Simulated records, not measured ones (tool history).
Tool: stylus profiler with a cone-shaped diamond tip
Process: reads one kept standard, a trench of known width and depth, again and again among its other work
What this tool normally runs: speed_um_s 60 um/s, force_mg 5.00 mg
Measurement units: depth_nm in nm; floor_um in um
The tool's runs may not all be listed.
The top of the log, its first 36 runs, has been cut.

run	hour	speed_um_s	force_mg	depth_nm	floor_um
37	607.0	18	5.00	205.64	47.39
38	627.3	18	12.75	210.57	47.39
39	644.8	32	7.62	207.42	47.29
40	664.7	22	9.30	208.60	47.32
41	685.3	25	8.54	208.08	47.38
42	706.1	74	3.67	204.64	47.15
43	725.4	74	3.67	204.68	47.16
44	735.6	74	3.67	204.64	47.17
45	754.1	74	3.67	204.72	47.13
46	773.1	196	5.00	205.75	46.86

Consider 3 possible next runs. They are alternatives, not a sequence: every one starts from the tool as it was left by run 46. What does each give?
A	789.2	215	7.86	?	?
B	789.2	21	2.93	?	?
C	789.2	29	4.70	?	?

run	depth_nm	floor_um
A	207.72	46.93
B	204.18	47.26
C	205.46	47.22
What these runs would have given with no unlogged condition in the tool:
run	depth_nm	floor_um
A	207.55	47.65
B	204.02	47.98
C	205.29	47.94

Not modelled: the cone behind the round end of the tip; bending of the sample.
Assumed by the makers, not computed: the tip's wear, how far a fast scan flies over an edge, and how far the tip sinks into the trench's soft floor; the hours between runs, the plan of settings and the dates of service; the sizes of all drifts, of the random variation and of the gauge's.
